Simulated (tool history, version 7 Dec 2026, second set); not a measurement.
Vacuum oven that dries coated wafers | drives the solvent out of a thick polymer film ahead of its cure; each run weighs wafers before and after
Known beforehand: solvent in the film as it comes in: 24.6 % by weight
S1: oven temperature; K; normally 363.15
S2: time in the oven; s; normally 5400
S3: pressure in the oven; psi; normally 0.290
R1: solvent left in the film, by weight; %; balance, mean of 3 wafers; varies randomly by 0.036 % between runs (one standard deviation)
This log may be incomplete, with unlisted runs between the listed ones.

| run | hour | S1 | S2 | S3 | R1 |
|---|---|---|---|---|---|
| 1 | 0.0 | 363.15 | 5400 | 0.290 | 3.38 |
| 2 | 22.7 | 363.15 | 5400 | 0.290 | 3.38 |
| 3 | 47.2 | 363.15 | 5400 | 0.290 | 3.38 |
| 4 | 59.2 | 363.15 | 5400 | 0.290 | 3.35 |
| 5 | 83.9 | 363.15 | 7200 | 0.290 | 2.76 |
| 6 | 109.3 | 363.15 | 7200 | 0.290 | 2.73 |
| 7 | 129.3 | 363.15 | 7200 | 0.863 | 7.46 |
| 8 | 142.1 | 356.15 | 7200 | 0.560 | 7.60 |
|  | 145.2 | vacuum gauge cleaned of residue and calibrated |
| 9 | 165.3 | 375.15 | 8760 | 0.184 | 1.00 |

Run 10 is up next; what results do you expect?
| 10 | 180.6 | 363.15 | 2820 | 0.175 | ? |

For run 10 the tool returned R1 5.69 %.
Take away the tool's hidden state, keep the run-to-run variation as it was, and the same run would have given R1 5.21 %.
